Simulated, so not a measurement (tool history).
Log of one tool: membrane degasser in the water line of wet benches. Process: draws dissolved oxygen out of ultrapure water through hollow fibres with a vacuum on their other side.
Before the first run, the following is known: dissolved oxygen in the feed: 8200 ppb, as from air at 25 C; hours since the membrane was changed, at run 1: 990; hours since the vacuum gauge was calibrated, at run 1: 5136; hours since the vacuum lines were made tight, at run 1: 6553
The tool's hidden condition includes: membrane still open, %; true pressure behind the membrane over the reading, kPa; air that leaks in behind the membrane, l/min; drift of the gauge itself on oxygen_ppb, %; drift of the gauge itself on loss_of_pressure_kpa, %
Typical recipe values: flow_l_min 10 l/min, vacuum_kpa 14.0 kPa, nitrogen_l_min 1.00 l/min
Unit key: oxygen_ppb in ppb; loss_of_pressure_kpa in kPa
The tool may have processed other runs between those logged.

run	hour	flow_l_min	vacuum_kpa	nitrogen_l_min	hours since the membrane was changed	hours since the vacuum gauge was calibrated	hours since the vacuum lines were made tight	oxygen_ppb	loss_of_pressure_kpa
1	0.0	10	14.0	1.00	990	5136	6553	284.7	56.30
2	40.7	10	14.0	1.00	1031	5176	6594	279.0	55.41
3	79.9	10	10.2	1.00	1070	5216	6633	188.0	56.10
4	127.8	10	11.0	1.00	1118	5263	6681	211.0	56.24
# hour 137.9: seals of the vacuum lines changed
5	162.0	10	11.0	1.00	1150	5296	24	201.0	55.43
6	198.5	11	14.0	1.00	1187	5332	61	293.5	61.05
7	227.5	11	14.0	1.00	1216	5361	90	291.2	61.26
8	252.0	11	14.0	1.00	1240	5386	114	298.2	61.07
9	286.3	11	14.0	1.00	1275	5420	148	295.2	61.10
10	309.6	11	14.0	1.00	1298	5443	172	295.1	61.52
# hour 313.4: vacuum gauge calibrated
11	348.1	11	14.0	1.00	1336	35	210	300.9	61.60
12	377.1	11	14.0	1.00	1365	64	239	300.6	61.20
13	406.6	6	14.0	1.00	1394	93	268	164.4	33.73
14	431.4	6	14.0	0.41	1419	118	293	376.4	33.73
# hour 463.7: vacuum gauge calibrated, once more
15	472.9	10	10.3	1.00	1460	9	334	173.9	55.73
16	517.1	10	10.3	1.00	1504	53	378	174.9	55.84
17	548.3	10	10.3	1.00	1536	85	409	175.5	55.54
18	579.1	10	10.2	1.00	1566	115	440	173.1	55.82
19	618.4	10	10.2	1.00	1606	155	480	172.4	55.76
20	649.6	10	34.7	1.00	1637	186	511	704.8	55.85
21	698.1	14	9.6	1.00	1685	234	559	245.4	78.84
22	750.2	16	27.6	1.02	1737	286	611	884.3	89.73
23	790.0	16	27.6	1.02	1777	326	651	877.1	89.45
24	812.7	12	14.3	2.20	1800	349	674	170.8	67.15
25	864.4	12	14.3	2.20	1852	401	725	168.9	67.61
26	906.1	14	14.3	2.20	1893	442	767	215.2	78.97
27	935.3	12	14.1	1.00	1923	472	796	322.7	67.42
28	984.4	6	27.9	2.88	1972	521	845	129.2	33.86
29	1012.1	6	27.9	2.88	1999	548	873	127.7	33.57
30	1043.4	6	27.9	2.88	2031	580	905	127.3	33.48
31	1088.3	6	27.9	2.88	2076	625	949	130.0	33.81

Predict each of these 4 candidate next runs independently; none follows another, all start after run 31:
A	1113.3	13	14.0	1.00	2101	650	974	?	?
B	1113.3	10	25.0	1.00	2101	650	974	?	?
C	1113.3	10	14.0	2.63	2101	650	974	?	?
D	1113.3	11	32.6	0.85	2101	650	974	?	?

run	oxygen_ppb	loss_of_pressure_kpa
A	351.7	73.04
B	502.7	56.42
C	107.6	56.45
D	829.7	62.11
Without the tool's hidden state the same runs would have given:
run	oxygen_ppb	loss_of_pressure_kpa
A	344.6	71.52
B	496.3	55.25
C	104.8	55.28
D	821.0	60.83

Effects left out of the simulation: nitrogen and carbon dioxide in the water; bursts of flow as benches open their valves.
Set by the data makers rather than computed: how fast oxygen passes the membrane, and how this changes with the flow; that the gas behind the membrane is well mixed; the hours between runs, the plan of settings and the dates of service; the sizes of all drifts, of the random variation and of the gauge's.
